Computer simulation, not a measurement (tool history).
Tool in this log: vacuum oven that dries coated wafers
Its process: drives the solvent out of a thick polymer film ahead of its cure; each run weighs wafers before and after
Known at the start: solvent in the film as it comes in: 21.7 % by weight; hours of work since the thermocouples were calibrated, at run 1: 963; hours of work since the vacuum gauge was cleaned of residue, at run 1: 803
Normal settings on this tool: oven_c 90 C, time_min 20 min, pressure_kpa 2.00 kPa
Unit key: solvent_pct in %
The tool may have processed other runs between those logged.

run,hour,oven_c,time_min,pressure_kpa,hours of work since the thermocouples were calibrated,hours of work since the vacuum gauge was cleaned of residue,solvent_pct
1,0.0,90,20,2.00,963,803,2.40
2,46.2,90,20,6.28,998,838,3.83
3,94.0,90,20,4.00,1034,874,3.10
4,134.6,90,20,4.00,1064,904,3.05
5,160.1,90,20,4.00,1083,924,3.06
6,186.6,90,20,4.00,1103,943,3.11
7,209.9,90,20,4.00,1121,961,3.08
8,243.0,90,20,4.00,1146,986,3.05
9,265.3,81,20,2.00,1163,1003,5.30
10,312.9,90,20,2.00,1198,1038,2.48
11,339.1,90,20,2.00,1218,1058,2.47
12,367.3,90,20,2.00,1239,1079,2.46
13,395.4,90,34,2.00,1260,1100,1.06
14,429.0,90,34,2.00,1286,1126,1.03
15,451.9,90,34,2.00,1303,1143,1.06
16,497.4,75,20,2.00,1337,1177,7.64
# hour 546.4: oven's thermocouples calibrated
17,550.5,86,20,2.00,3,1216,3.59
18,585.3,86,20,2.00,29,1242,3.55
19,619.9,90,20,1.10,55,1268,2.20
20,656.8,90,13,2.00,83,1296,4.59
21,681.6,90,21,2.00,102,1314,2.24
22,722.4,90,21,2.00,132,1345,2.26
23,747.9,90,20,2.00,152,1364,2.40
24,773.8,90,20,2.00,171,1384,2.49
25,826.3,79,28,2.00,211,1423,4.17
26,850.3,90,17,5.95,229,1441,4.38
27,892.7,83,20,2.00,261,1473,4.57
28,930.1,75,13,1.17,289,1501,9.89
29,954.7,90,29,2.00,307,1520,1.34
30,983.1,90,29,2.00,328,1541,1.35
31,1017.3,90,29,2.00,354,1567,1.29
32,1053.0,90,29,2.00,381,1594,1.36
33,1086.6,90,29,2.00,406,1619,1.33
34,1108.9,98,20,5.95,423,1636,2.05

Run 35 is up next; what results do you expect?
35,1157.7,98,20,5.15,460,1672,?

Run 35 produced solvent_pct 1.87 %.
Were there no unlogged condition in the tool, this run, its random variation unchanged, would have produced solvent_pct 1.87 %.
